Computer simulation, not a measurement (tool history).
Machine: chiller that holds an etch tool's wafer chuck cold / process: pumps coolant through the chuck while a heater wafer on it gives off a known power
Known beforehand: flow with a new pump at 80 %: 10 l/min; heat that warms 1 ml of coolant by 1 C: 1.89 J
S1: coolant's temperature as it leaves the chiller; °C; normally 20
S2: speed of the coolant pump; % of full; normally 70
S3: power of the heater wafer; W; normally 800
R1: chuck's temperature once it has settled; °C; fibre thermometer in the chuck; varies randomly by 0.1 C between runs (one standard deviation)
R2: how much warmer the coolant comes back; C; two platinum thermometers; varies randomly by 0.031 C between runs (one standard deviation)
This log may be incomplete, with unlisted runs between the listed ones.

| run | hour | S1 | S2 | S3 | R1 | R2 |
|---|---|---|---|---|---|---|
| 1 | 0.0 | 20 | 70 | 800 | 25.9 | 2.84 |
| 2 | 15.1 | 20 | 70 | 800 | 26.0 | 2.88 |
| 3 | 35.1 | 20 | 70 | 800 | 25.8 | 2.89 |
| 4 | 51.7 | 20 | 70 | 800 | 25.7 | 2.87 |
| 5 | 73.7 | 20 | 70 | 800 | 25.8 | 2.86 |
| 6 | 98.7 | 20 | 70 | 568 | 24.2 | 2.03 |
| 7 | 121.1 | 20 | 70 | 800 | 26.0 | 2.86 |
| 8 | 143.7 | 20 | 70 | 800 | 25.7 | 2.77 |
| 9 | 160.4 | 20 | 70 | 800 | 25.8 | 2.82 |
| 10 | 192.2 | 20 | 70 | 800 | 25.8 | 2.75 |
| 11 | 218.2 | 20 | 70 | 800 | 25.7 | 2.80 |
| 12 | 248.3 | 20 | 70 | 800 | 25.8 | 2.71 |
| 13 | 270.8 | 25 | 70 | 800 | 30.9 | 2.76 |
| 14 | 293.5 | 25 | 70 | 800 | 30.8 | 2.71 |
| 15 | 312.7 | 20 | 70 | 800 | 25.9 | 2.67 |
| 16 | 333.8 | 20 | 70 | 800 | 26.0 | 2.70 |
| 17 | 368.4 | 22 | 68 | 800 | 28.0 | 2.75 |
| 18 | 383.1 | 23 | 78 | 621 | 27.3 | 1.83 |
| 19 | 404.8 | 16 | 70 | 1114 | 24.0 | 3.80 |
| 20 | 428.0 | 16 | 70 | 1114 | 24.3 | 3.79 |
| 21 | 458.7 | 25 | 90 | 422 | 27.7 | 0.92 |
| 22 | 484.7 | 11 | 70 | 800 | 16.8 | 2.63 |
| 23 | 508.1 | 11 | 70 | 800 | 16.7 | 2.56 |
| 24 | 525.0 | 11 | 70 | 800 | 16.7 | 2.59 |
| 25 | 555.5 | 15 | 70 | 800 | 20.9 | 2.61 |
| 26 | 586.0 | 15 | 66 | 1057 | 23.2 | 3.69 |
| 27 | 617.7 | 21 | 83 | 458 | 23.9 | 1.04 |
| 28 | 633.3 | 27 | 73 | 800 | 32.7 | 2.35 |
| 29 | 668.6 | 27 | 73 | 800 | 32.5 | 2.80 |
| 30 | 689.2 | 11 | 75 | 483 | 14.3 | 1.55 |
| 31 | 704.7 | 17 | 70 | 800 | 23.0 | 2.81 |
| 32 | 731.8 | 20 | 90 | 800 | 24.8 | 2.20 |

Put back what was entered between runs (1 entry, withheld): which listed runs does each sit between, and how does the hidden state differ from the listed run before to the listed run after?
After run 28, before run 29: gauge calibrated (hour 642.6)
  drift of the gauge itself on warmer_back_c, C: -0.39 -> -0.02
  measured minus no-state result, R2: -0.39 -> -0.02 C
